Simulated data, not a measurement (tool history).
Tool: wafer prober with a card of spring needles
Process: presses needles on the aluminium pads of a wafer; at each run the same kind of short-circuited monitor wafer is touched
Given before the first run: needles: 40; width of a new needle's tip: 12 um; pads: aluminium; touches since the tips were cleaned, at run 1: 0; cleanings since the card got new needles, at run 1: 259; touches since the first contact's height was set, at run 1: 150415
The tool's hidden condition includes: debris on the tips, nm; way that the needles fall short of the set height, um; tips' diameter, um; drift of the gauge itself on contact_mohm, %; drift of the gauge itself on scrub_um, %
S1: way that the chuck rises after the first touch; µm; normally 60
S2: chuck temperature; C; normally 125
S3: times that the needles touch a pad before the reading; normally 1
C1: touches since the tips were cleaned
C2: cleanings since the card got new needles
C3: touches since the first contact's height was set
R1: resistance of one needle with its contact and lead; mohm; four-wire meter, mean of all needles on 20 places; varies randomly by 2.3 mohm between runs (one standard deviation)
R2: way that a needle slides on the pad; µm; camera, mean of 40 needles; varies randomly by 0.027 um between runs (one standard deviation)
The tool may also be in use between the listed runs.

Run 1, hour 0: usual settings; C1 0; C2 259; C3 150415. Result: R1 251 mohm, R2 10.14 µm.
At hour 8: tips cleaned on abrasive film.
At hour 16.1: tips cleaned on abrasive film.
At hour 24.1: tips cleaned on abrasive film.
At hour 32.1: tips cleaned on abrasive film.
At hour 40.9: tips cleaned on abrasive film.
Run 2, hour 40.9: usual settings; C1 0; C2 264; C3 169122. Result: R1 254 mohm, R2 10.16 µm.
At hour 48.9: tips cleaned on abrasive film.
At hour 59: tips cleaned on abrasive film.
At hour 67: tips cleaned on abrasive film.
At hour 75: tips cleaned on abrasive film.
Run 3, hour 82.8: usual settings; C1 3579; C2 268; C3 188308. Result: R1 251 mohm, R2 10.19 µm.
At hour 84.8: tips cleaned on abrasive film.
At hour 92.9: tips cleaned on abrasive film.
At hour 100.9: tips cleaned on abrasive film.
At hour 108.9: tips cleaned on abrasive film.
At hour 117: tips cleaned on abrasive film.
At hour 125: tips cleaned on abrasive film.
At hour 133: tips cleaned on abrasive film.
At hour 141.1: tips cleaned on abrasive film.
Run 4, hour 141.1: usual settings; C1 14; C2 276; C3 214943. Result: R1 253 mohm, R2 10.18 µm.
At hour 149.1: tips cleaned on abrasive film.
At hour 155.4: height of the first contact set anew.
At hour 157.5: tips cleaned on abrasive film.
At hour 165.5: tips cleaned on abrasive film.
Run 5, hour 168.5: usual settings but S2 33 C; C1 1393; C2 279; C3 5983. Result: R1 229 mohm, R2 10.15 µm.
At hour 174.6: tips cleaned on abrasive film.
At hour 182.6: tips cleaned on abrasive film.
At hour 192.6: tips cleaned on abrasive film.
Run 6, hour 195.7: usual settings but S2 33 C; C1 1448; C2 282; C3 18448. Result: R1 232 mohm, R2 10.16 µm.
At hour 201.8: tips cleaned on abrasive film.
At hour 209.8: tips cleaned on abrasive film.
At hour 219.8: tips cleaned on abrasive film.
At hour 228.7: tips cleaned on abrasive film.
Run 7, hour 228.7: usual settings but S2 32 C; C1 0; C2 286; C3 33502. Result: R1 230 mohm, R2 10.16 µm.
At hour 236.7: tips cleaned on abrasive film.
At hour 244.7: tips cleaned on abrasive film.
At hour 252.8: tips cleaned on abrasive film.
Run 8, hour 256.4: usual settings; C1 1684; C2 289; C3 46202. Result: R1 255 mohm, R2 10.14 µm.
At hour 262.5: tips cleaned on abrasive film.
At hour 272.5: tips cleaned on abrasive film.
At hour 280.5: tips cleaned on abrasive film.
Run 9, hour 285.7: usual settings; C1 2397; C2 292; C3 59614. Result: R1 251 mohm, R2 10.17 µm.
At hour 289.7: tips cleaned on abrasive film.
At hour 297.8: tips cleaned on abrasive film.
At hour 305.8: tips cleaned on abrasive film.
At hour 313.8: tips cleaned on abrasive film.
Run 10, hour 317.5: usual settings; C1 1703; C2 296; C3 74169. Result: R1 256 mohm, R2 10.19 µm.
At hour 323.6: tips cleaned on abrasive film.
At hour 333.6: tips cleaned on abrasive film.
At hour 343.6: tips cleaned on abrasive film.
Run 11, hour 346: usual settings; C1 1087; C2 299; C3 87191. Result: R1 258 mohm, R2 10.17 µm.
At hour 352: tips cleaned on abrasive film.
At hour 362: tips cleaned on abrasive film.
At hour 370.1: tips cleaned on abrasive film.
At hour 380.1: tips cleaned on abrasive film.
At hour 388.1: tips cleaned on abrasive film.
At hour 396.1: tips cleaned on abrasive film.
At hour 406.2: tips cleaned on abrasive film.
Run 12, hour 410.1: usual settings; C1 1850; C2 306; C3 116579. Result: R1 256 mohm, R2 10.13 µm.
At hour 414.2: tips cleaned on abrasive film.
At hour 422.2: tips cleaned on abrasive film.
At hour 432.2: tips cleaned on abrasive film.
At hour 440.3: tips cleaned on abrasive film.
At hour 448.3: tips cleaned on abrasive film.
Run 13, hour 450.5: usual settings but S1 44 µm, S2 69 C; C1 1013; C2 311; C3 135026. Result: R1 242 mohm, R2 7.43 µm.
At hour 456.6: tips cleaned on abrasive film.
At hour 464.6: tips cleaned on abrasive film.
At hour 472.6: tips cleaned on abrasive film.
At hour 480.7: tips cleaned on abrasive film.
At hour 490.7: tips cleaned on abrasive film.
At hour 500.7: tips cleaned on abrasive film.
Run 14, hour 505.2: usual settings but S1 70 µm, S2 90 C, S3 3; C1 2085; C2 317; C3 160062. Result: R1 245 mohm, R2 11.8 µm.
At hour 509.3: tips cleaned on abrasive film.
At hour 517.3: tips cleaned on abrasive film.
At hour 525.3: tips cleaned on abrasive film.
At hour 533.4: tips cleaned on abrasive film.
At hour 541.4: tips cleaned on abrasive film.
Run 15, hour 544.4: usual settings but S1 70 µm, S2 90 C, S3 3; C1 1379; C2 322; C3 177966. Result: R1 245 mohm, R2 11.79 µm.
At hour 550.4: tips cleaned on abrasive film.
At hour 558.5: tips cleaned on abrasive film.
At hour 566.5: tips cleaned on abrasive film.
At hour 576.5: tips cleaned on abrasive film.
At hour 584.5: tips cleaned on abrasive film.
At hour 592.6: tips cleaned on abrasive film.
Run 16, hour 595.5: usual settings but S1 74 µm, S2 76 C, S3 2; C1 1341; C2 328; C3 201339. Result: R1 239 mohm, R2 12.51 µm.
At hour 601.5: tips cleaned on abrasive film.
At hour 611.5: tips cleaned on abrasive film.
At hour 619.6: tips cleaned on abrasive film.
At hour 627.6: tips cleaned on abrasive film.
At hour 635.6: tips cleaned on abrasive film.
At hour 637.9: height of the first contact set anew.
At hour 644: tips cleaned on abrasive film.
At hour 652: tips cleaned on abrasive film.
Run 17, hour 659.8: usual settings but S1 58 µm, S2 30 C, S3 2; C1 3632; C2 335; C3 10058. Result: R1 230 mohm, R2 9.79 µm.
At hour 661.9: tips cleaned on abrasive film.
At hour 670: tips cleaned on abrasive film.
At hour 678: tips cleaned on abrasive film.
At hour 686: tips cleaned on abrasive film.
At hour 694.1: tips cleaned on abrasive film.
Run 18, hour 695: usual settings but S1 58 µm, S2 30 C, S3 2; C1 441; C2 340; C3 26105. Result: R1 228 mohm, R2 9.79 µm.
At hour 703: tips cleaned on abrasive film.
At hour 711.1: tips cleaned on abrasive film.
At hour 719.1: tips cleaned on abrasive film.
At hour 727.1: tips cleaned on abrasive film.
At hour 737.2: tips cleaned on abrasive film.
At hour 745.2: tips cleaned on abrasive film.
Run 19, hour 752.6: usual settings but S1 58 µm, S2 38 C, S3 2; C1 3450; C2 346; C3 52505. Result: R1 227 mohm, R2 9.79 µm.
At hour 754.7: tips cleaned on abrasive film.
At hour 764.7: tips cleaned on abrasive film.
At hour 772.8: tips cleaned on abrasive film.
At hour 782.8: tips cleaned on abrasive film.
At hour 790.8: tips cleaned on abrasive film.
At hour 800.8: tips cleaned on abrasive film.
At hour 808.9: tips cleaned on abrasive film.
Run 20, hour 809.5: usual settings but S1 55 µm, S2 42 C; C1 305; C2 353; C3 78514. Result: R1 229 mohm, R2 9.33 µm.
At hour 817.6: tips cleaned on abrasive film.
At hour 825.6: tips cleaned on abrasive film.
At hour 833.6: tips cleaned on abrasive film.
At hour 841.7: tips cleaned on abrasive film.
At hour 849.7: tips cleaned on abrasive film.
Run 21, hour 850.6: usual settings but S1 43 µm, S2 34 C, S3 2; C1 435; C2 358; C3 97311. Result: R1 231 mohm, R2 7.26 µm.
At hour 858.7: tips cleaned on abrasive film.
At hour 866.7: tips cleaned on abrasive film.
At hour 874.7: tips cleaned on abrasive film.
At hour 884.8: tips cleaned on abrasive film.
Run 22, hour 886.8: usual settings but S1 43 µm, S2 34 C, S3 2; C1 950; C2 362; C3 113868. Result: R1 233 mohm, R2 7.28 µm.
At hour 892.9: tips cleaned on abrasive film.
At hour 900.9: tips cleaned on abrasive film.
At hour 909: tips cleaned on abrasive film.
At hour 917: tips cleaned on abrasive film.
Run 23, hour 923: usual settings but S2 27 C; C1 2787; C2 366; C3 130436. Result: R1 227 mohm, R2 10.13 µm.
At hour 925.1: tips cleaned on abrasive film.
At hour 933.1: tips cleaned on abrasive film.
At hour 941.1: tips cleaned on abrasive film.
At hour 949.2: tips cleaned on abrasive film.
At hour 957.2: tips cleaned on abrasive film.
At hour 967.2: tips cleaned on abrasive film.
At hour 975.2: tips cleaned on abrasive film.
Run 24, hour 981.8: usual settings but S1 73 µm, S2 31 C, S3 3; C1 3040; C2 373; C3 157327. Result: R1 229 mohm, R2 12.37 µm.

Below are 3 alternative next runs, each starting from the tool's condition after run 24. Predict each:
At hour 983.9: tips cleaned on abrasive film.
At hour 991.9: tips cleaned on abrasive film.
At hour 1001.9: tips cleaned on abrasive film.
At hour 1012: tips cleaned on abrasive film.
At hour 1020.9: tips cleaned on abrasive film.
Run A, hour 1020.9: usual settings but S2 70 C, S3 2; C1 0; C2 378; C3 175172. Result: R1 ?, R2 ?.
At hour 983.9: tips cleaned on abrasive film.
At hour 991.9: tips cleaned on abrasive film.
At hour 1001.9: tips cleaned on abrasive film.
At hour 1012: tips cleaned on abrasive film.
At hour 1020.9: tips cleaned on abrasive film.
Run B, hour 1020.9: usual settings but S3 2; C1 0; C2 378; C3 175172. Result: R1 ?, R2 ?.
At hour 983.9: tips cleaned on abrasive film.
At hour 991.9: tips cleaned on abrasive film.
At hour 1001.9: tips cleaned on abrasive film.
At hour 1012: tips cleaned on abrasive film.
At hour 1020.9: tips cleaned on abrasive film.
Run C, hour 1020.9: usual settings but S1 73 µm, S2 31 C, S3 2; C1 0; C2 378; C3 175172. Result: R1 ?, R2 ?.

run   R1     R2
  A  242  10.14
  B  255  10.21
  C  229  12.32
Stripped of hidden state, with their random variation kept, the same runs would have yielded:
run   R1     R2
  A  242  10.15
  B  255  10.22
  C  229  12.32
